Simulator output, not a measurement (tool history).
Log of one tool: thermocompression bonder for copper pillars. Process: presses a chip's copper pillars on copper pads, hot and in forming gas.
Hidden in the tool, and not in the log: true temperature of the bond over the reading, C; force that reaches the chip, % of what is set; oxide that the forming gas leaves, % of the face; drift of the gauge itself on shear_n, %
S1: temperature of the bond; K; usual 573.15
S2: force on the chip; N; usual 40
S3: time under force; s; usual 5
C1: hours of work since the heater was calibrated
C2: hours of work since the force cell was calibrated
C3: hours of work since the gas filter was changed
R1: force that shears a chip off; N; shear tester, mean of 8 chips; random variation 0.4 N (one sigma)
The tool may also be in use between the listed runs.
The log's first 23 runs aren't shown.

run     day      S1  S2  S3   C1   C2   C3     R1
 24   7.050  551.15  49  14  181  408   72   87.6
 25   7.250  573.15  33   6  184  412   76   55.9
 26   7.575  551.15  40  12  190  417   81   69.9
 27   7.879  573.15  40   5  195  422   87   64.2
 28   8.088  591.15  36   3  198  426   90   57.0
 29   8.342  573.15  43   5  203  430   94   68.8
 30   8.525  578.15  43  13  206  433   98   93.8
 31   8.896  556.15  54  12  212  440  104   93.1
 32   9.142  548.15  54   3  216  444  108   57.0
 33   9.542  548.15  54   3  223  451  115   57.1
 34   9.862  600.15  34   6  229  456  120   73.5
 35  10.212  555.15  40   8  235  462  126   63.0
 36  10.583  551.15  40  10  241  469  133   65.7
 37  11.008  551.15  40  10  248  476  140   65.5
 38  11.258  576.15  59   5  253  480  144   91.1
 39  11.558  598.15  59   9  258  485  149  111.3
 40  11.833  572.15  29   5  262  490  154   45.0
 41  12.012  577.15  30   9  266  493  157   60.2

3 ways to go on from here, each from the tool as it stands after run 41. What would each give?
  A  12.262  577.15  59   9  270  497  162   ?
  B  12.262  577.15  30  15  270  497  162   ?
  C  12.262  577.15  30  13  270  497  162   ?

run     R1
  A  103.3
  B   71.6
  C   68.3
Without the tool's hidden state the same runs would have given:
run     R1
  A  104.3
  B   70.9
  C   67.6
